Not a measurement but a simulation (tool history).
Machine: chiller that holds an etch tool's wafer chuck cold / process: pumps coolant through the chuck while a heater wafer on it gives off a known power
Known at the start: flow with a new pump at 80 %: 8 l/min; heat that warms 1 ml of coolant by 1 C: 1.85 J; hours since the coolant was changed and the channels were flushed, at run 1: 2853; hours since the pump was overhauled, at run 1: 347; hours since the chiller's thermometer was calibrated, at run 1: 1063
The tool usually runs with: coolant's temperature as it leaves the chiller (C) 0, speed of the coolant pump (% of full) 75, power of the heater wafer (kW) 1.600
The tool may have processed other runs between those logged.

run	hour	coolant's temperature as it leaves the chiller (C)	speed of the coolant pump (% of full)	power of the heater wafer (kW)	hours since the coolant was changed and the channels were flushed	hours since the pump was overhauled	hours since the chiller's thermometer was calibrated	chuck's temperature once it has settled (C)	how much warmer the coolant comes back (C)
1	0.0	0	75	1.600	2853	347	1063	14.5	6.90
2	28.5	0	75	2.008	2882	376	1092	18.3	8.73
3	74.0	5	75	1.600	2927	421	1137	19.4	6.90
4	99.6	5	75	1.600	2953	447	1163	19.6	6.89
5	140.6	5	75	1.600	2994	488	1204	19.7	6.87
6	167.5	5	75	1.600	3021	515	1231	19.5	6.93
7	210.5	5	75	1.600	3064	558	1274	19.6	6.93
8	247.4	-7	75	1.600	3101	595	1311	7.6	6.99
# hour 256.7: coolant pump overhauled
9	274.2	-7	61	1.600	3122	17	1332	10.3	8.58
10	317.1	-7	61	1.600	3165	60	1375	10.4	8.69
11	360.8	0	75	1.491	3209	104	1419	13.8	6.54
# hour 388.1: coolant pump overhauled, once more
12	402.6	0	75	1.491	3246	14	1456	13.8	6.42
13	435.8	-2	64	1.619	3279	48	1489	14.7	8.31
14	465.0	-2	64	1.619	3308	77	1518	14.8	8.30
15	502.9	-5	79	1.627	3346	115	1556	9.3	6.67
16	544.8	6	88	1.341	3388	157	1598	16.8	4.96
17	581.1	0	92	1.117	3424	193	1634	8.7	3.92
18	618.0	0	87	1.600	3461	230	1671	13.3	5.93
19	657.4	-5	75	0.853	3501	269	1710	2.6	3.72
20	697.4	5	77	2.384	3541	309	1751	26.6	10.11
21	735.2	-3	61	0.959	3579	347	1788	7.4	5.17
22	768.4	-3	75	2.353	3612	380	1822	18.6	10.26

Run 23, settings as shown, results not yet in. Your forecast:
23	813.8	-3	75	2.353	3657	426	1867	?	?

{"run 23": {"chuck's temperature once it has settled (C)": 18.6, "how much warmer the coolant comes back (C)": 10.22}}
With the hidden condition absent and the run-to-run variation left alone, this run would have shown chuck's temperature once it has settled (C) 18.0, how much warmer the coolant comes back (C) 10.16.

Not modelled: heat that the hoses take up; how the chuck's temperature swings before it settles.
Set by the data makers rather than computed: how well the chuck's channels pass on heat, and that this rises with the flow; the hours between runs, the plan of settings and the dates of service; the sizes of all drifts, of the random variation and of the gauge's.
